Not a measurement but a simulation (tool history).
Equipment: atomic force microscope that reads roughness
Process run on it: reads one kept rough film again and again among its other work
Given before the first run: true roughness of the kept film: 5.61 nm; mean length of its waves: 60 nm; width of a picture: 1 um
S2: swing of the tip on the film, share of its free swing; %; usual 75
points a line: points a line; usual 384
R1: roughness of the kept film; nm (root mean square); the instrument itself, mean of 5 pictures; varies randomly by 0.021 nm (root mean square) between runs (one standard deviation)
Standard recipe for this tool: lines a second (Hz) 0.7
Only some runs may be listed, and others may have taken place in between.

run 1 hour=0 | lines_a_second_(Hz)=0.7 S2=75 points_a_line=384 | R1=4.64
-- hour=5.5 new tip fitted
run 2 hour=7.3 | lines_a_second_(Hz)=0.7 S2=75 points_a_line=384 | R1=5.1
run 3 hour=12.2 | lines_a_second_(Hz)=0.7 S2=75 points_a_line=384 | R1=5.031
run 4 hour=20 | lines_a_second_(Hz)=0.7 S2=75 points_a_line=384 | R1=4.912
run 5 hour=26.9 | lines_a_second_(Hz)=0.7 S2=75 points_a_line=344 | R1=4.815
run 6 hour=38.4 | lines_a_second_(Hz)=0.7 S2=75 points_a_line=315 | R1=4.734
run 7 hour=47 | lines_a_second_(Hz)=0.7 S2=75 points_a_line=315 | R1=4.599
-- hour=50.6 new tip fitted
run 8 hour=56.3 | lines_a_second_(Hz)=0.7 S2=75 points_a_line=732 | R1=5.053
run 9 hour=65.4 | lines_a_second_(Hz)=0.7 S2=75 points_a_line=732 | R1=4.94
run 10 hour=73.1 | lines_a_second_(Hz)=0.7 S2=75 points_a_line=732 | R1=4.852
run 11 hour=80.6 | lines_a_second_(Hz)=0.7 S2=75 points_a_line=732 | R1=4.798
run 12 hour=88.1 | lines_a_second_(Hz)=0.7 S2=75 points_a_line=732 | R1=4.667
-- hour=95.6 new tip fitted
run 13 hour=98 | lines_a_second_(Hz)=0.7 S2=75 points_a_line=384 | R1=5.069
run 14 hour=107.6 | lines_a_second_(Hz)=0.7 S2=75 points_a_line=384 | R1=4.964
run 15 hour=114 | lines_a_second_(Hz)=0.7 S2=75 points_a_line=443 | R1=4.909
run 16 hour=119.8 | lines_a_second_(Hz)=0.7 S2=75 points_a_line=443 | R1=4.835
run 17 hour=129.2 | lines_a_second_(Hz)=0.7 S2=75 points_a_line=443 | R1=4.694
run 18 hour=136.3 | lines_a_second_(Hz)=0.7 S2=75 points_a_line=532 | R1=4.623
-- hour=140.4 new tip fitted
run 19 hour=147.9 | lines_a_second_(Hz)=0.7 S2=75 points_a_line=384 | R1=5.029
run 20 hour=152.9 | lines_a_second_(Hz)=0.7 S2=75 points_a_line=384 | R1=4.918
run 21 hour=159.3 | lines_a_second_(Hz)=0.7 S2=60 points_a_line=384 | R1=5.112
run 22 hour=165.5 | lines_a_second_(Hz)=0.7 S2=60 points_a_line=384 | R1=4.964
run 23 hour=176.1 | lines_a_second_(Hz)=0.7 S2=70 points_a_line=384 | R1=4.723
run 24 hour=183.7 | lines_a_second_(Hz)=0.7 S2=70 points_a_line=384 | R1=4.697
-- hour=185.8 new tip fitted
run 25 hour=189 | lines_a_second_(Hz)=0.7 S2=70 points_a_line=384 | R1=5.186
run 26 hour=198.5 | lines_a_second_(Hz)=0.7 S2=70 points_a_line=384 | R1=5.063
run 27 hour=206.1 | lines_a_second_(Hz)=0.7 S2=70 points_a_line=384 | R1=4.936
run 28 hour=213.4 | lines_a_second_(Hz)=1.942 S2=75 points_a_line=358 | R1=4.366
run 29 hour=221.2 | lines_a_second_(Hz)=1.434 S2=75 points_a_line=384 | R1=4.431
-- hour=230.5 new tip fitted
run 30 hour=232.5 | lines_a_second_(Hz)=0.7 S2=89 points_a_line=558 | R1=4.831
run 31 hour=237.7 | lines_a_second_(Hz)=0.7 S2=89 points_a_line=558 | R1=4.814
run 32 hour=248.4 | lines_a_second_(Hz)=0.7 S2=75 points_a_line=257 | R1=4.925
run 33 hour=254.9 | lines_a_second_(Hz)=0.755 S2=68 points_a_line=384 | R1=4.871
run 34 hour=259.9 | lines_a_second_(Hz)=1.362 S2=84 points_a_line=504 | R1=4.284
run 35 hour=266.2 | lines_a_second_(Hz)=1.362 S2=84 points_a_line=504 | R1=4.221
-- hour=275.5 new tip fitted
run 36 hour=276.3 | lines_a_second_(Hz)=0.523 S2=84 points_a_line=797 | R1=5.074
run 37 hour=286.9 | lines_a_second_(Hz)=0.523 S2=84 points_a_line=797 | R1=4.912
run 38 hour=296.1 | lines_a_second_(Hz)=0.523 S2=84 points_a_line=797 | R1=4.802
run 39 hour=301.9 | lines_a_second_(Hz)=1.431 S2=84 points_a_line=797 | R1=4.279
run 40 hour=311.7 | lines_a_second_(Hz)=0.576 S2=84 points_a_line=797 | R1=4.611
-- hour=320.5 new tip fitted
run 41 hour=323.5 | lines_a_second_(Hz)=2.069 S2=59 points_a_line=384 | R1=5.077
run 42 hour=333.7 | lines_a_second_(Hz)=2.069 S2=59 points_a_line=384 | R1=4.923
run 43 hour=341.6 | lines_a_second_(Hz)=3.639 S2=75 points_a_line=260 | R1=3.891
run 44 hour=346.5 | lines_a_second_(Hz)=0.682 S2=75 points_a_line=399 | R1=4.789
run 45 hour=353.6 | lines_a_second_(Hz)=0.682 S2=75 points_a_line=399 | R1=4.716
run 46 hour=359.9 | lines_a_second_(Hz)=0.682 S2=75 points_a_line=399 | R1=4.635
-- hour=365.5 new tip fitted
run 47 hour=371.3 | lines_a_second_(Hz)=0.511 S2=75 points_a_line=399 | R1=5.124
run 48 hour=379.8 | lines_a_second_(Hz)=0.894 S2=76 points_a_line=398 | R1=4.872
run 49 hour=387.6 | lines_a_second_(Hz)=1.07 S2=79 points_a_line=471 | R1=4.615
run 50 hour=394.1 | lines_a_second_(Hz)=1.07 S2=74 points_a_line=445 | R1=4.678
run 51 hour=400.4 | lines_a_second_(Hz)=1.017 S2=75 points_a_line=844 | R1=4.626
run 52 hour=408.1 | lines_a_second_(Hz)=3.613 S2=83 points_a_line=891 | R1=3.366
-- hour=410.4 new tip fitted
run 53 hour=418.3 | lines_a_second_(Hz)=3.613 S2=83 points_a_line=891 | R1=3.652

Some steps in R1, run to run, broken into two amounts with sign: the step expected even without the hidden condition (settings, incoming material, random variation), and the rest, left for the hidden condition together with whatever gauge scatter is not in both the measured and the hidden-condition-free result:
Hidden state present: radius of the tip, nm; height scale over the true one, %; drift of the gauge itself on roughness_nm, %.
Run 1 -> 2: new tip fitted. R1 +0.46 nm (root mean square): hidden state +0.455, all else +0.005.
Run 7 -> 8: points a line 315 -> 732, new tip fitted. R1 +0.454 nm (root mean square): hidden state +0.438, all else +0.016.
Run 24 -> 25: new tip fitted. R1 +0.489 nm (root mean square): hidden state +0.517, all else -0.028.
Run 42 -> 43: lines a second (Hz) 2.069 -> 3.639, S2 59 -> 75, points a line 384 -> 260. R1 -1.032 nm (root mean square): hidden state -0.047, all else -0.985.
Run 43 -> 44: lines a second (Hz) 3.639 -> 0.682, points a line 260 -> 399. R1 +0.898 nm (root mean square): hidden state -0.119, all else +1.017.
Run 51 -> 52: lines a second (Hz) 1.017 -> 3.613, S2 75 -> 83, points a line 844 -> 891. R1 -1.26 nm (root mean square): hidden state +0.036, all else -1.296.
